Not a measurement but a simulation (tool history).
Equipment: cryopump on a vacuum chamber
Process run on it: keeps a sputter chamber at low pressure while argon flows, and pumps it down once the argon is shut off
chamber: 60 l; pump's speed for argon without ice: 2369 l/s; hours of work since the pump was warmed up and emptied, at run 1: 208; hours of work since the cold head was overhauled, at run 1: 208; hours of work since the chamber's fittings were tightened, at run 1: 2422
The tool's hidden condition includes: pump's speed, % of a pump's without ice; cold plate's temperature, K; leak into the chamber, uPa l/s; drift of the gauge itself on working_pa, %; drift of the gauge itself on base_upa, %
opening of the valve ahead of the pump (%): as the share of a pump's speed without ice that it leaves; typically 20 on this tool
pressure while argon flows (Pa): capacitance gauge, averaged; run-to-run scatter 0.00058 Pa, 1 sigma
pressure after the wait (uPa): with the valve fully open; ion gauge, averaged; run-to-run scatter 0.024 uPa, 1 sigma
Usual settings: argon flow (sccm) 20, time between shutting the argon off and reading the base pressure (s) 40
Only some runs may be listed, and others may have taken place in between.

run	day	argon flow (sccm)	time between shutting the argon off and reading the base pressure (s)	opening of the valve ahead of the pump (%)	hours of work since the pump was warmed up and emptied	hours of work since the cold head was overhauled	hours of work since the chamber's fittings were tightened	pressure while argon flows (Pa)	pressure after the wait (uPa)
1	0.000	20	40	20	208	208	2422	0.0722	1.70
2	0.612	20	40	20	216	216	2430	0.0722	1.68
3	1.483	20	40	20	227	227	2441	0.0734	1.70
4	2.304	20	40	20	237	237	2451	0.0730	1.67
5	3.108	20	40	58	248	248	2461	0.0249	1.67
6	3.842	20	40	20	257	257	2471	0.0734	1.68
7	4.621	20	40	20	267	267	2481	0.0729	1.73
8	5.138	20	40	20	273	273	2487	0.0734	1.69
9	5.492	20	40	20	278	278	2492	0.0737	1.72
10	6.162	20	40	23	287	287	2500	0.0643	1.76
11	6.796	20	40	23	295	295	2509	0.0639	1.72
12	7.379	20	40	20	302	302	2516	0.0743	1.68
13	7.925	20	40	15	309	309	2523	0.0979	1.73
14	8.358	20	40	15	315	315	2528	0.0979	1.75
15	8.754	20	40	20	320	320	2534	0.0731	1.71
16	9.108	20	40	20	324	324	2538	0.0733	1.78
17	9.700	20	40	20	332	332	2546	0.0725	1.71
18	10.196	10	101	59	338	338	2552	0.0130	1.27
19	10.875	10	101	59	347	347	2561	0.0133	1.27
20	11.633	10	101	59	356	356	2570	0.0133	1.30
21	12.083	10	101	59	362	362	2576	0.0133	1.32
22	12.575	20	32	18	368	368	2582	0.0814	1.95
23	13.121	33	149	17	375	375	2589	0.1431	1.20
24	13.929	20	37	36	386	386	2600	0.0418	1.90
25	14.792	20	37	36	397	397	2611	0.0413	1.84
26	15.588	20	51	35	407	407	2621	0.0442	1.64
27	16.383	33	51	21	417	417	2631	0.1162	1.67
28	17.171	14	51	18	427	427	2641	0.0565	1.68
29	17.958	20	21	27	437	437	2651	0.0550	2.57
30	18.625	12	178	30	446	446	2660	0.0301	1.24
31	18.979	21	20	20	450	450	2664	0.0777	2.57
32	19.783	21	61	20	460	460	2674	0.0774	1.53
33	20.200	21	61	20	466	466	2680	0.0795	1.54
34	20.754	21	61	20	473	473	2687	0.0777	1.63

Alternative continuations, all from the tool just after run 34; predict every row:
A	21.588	26	40	40	483	483	2697	?	?
B	21.588	36	77	20	483	483	2697	?	?
C	21.588	27	40	22	483	483	2697	?	?

run	pressure while argon flows (Pa)	pressure after the wait (uPa)
A	0.0503	1.88
B	0.1369	1.53
C	0.0917	1.94
Had the tool no hidden state, the same runs would have come out as:
run	pressure while argon flows (Pa)	pressure after the wait (uPa)
A	0.0463	0.90
B	0.1314	0.53
C	0.0876	0.92
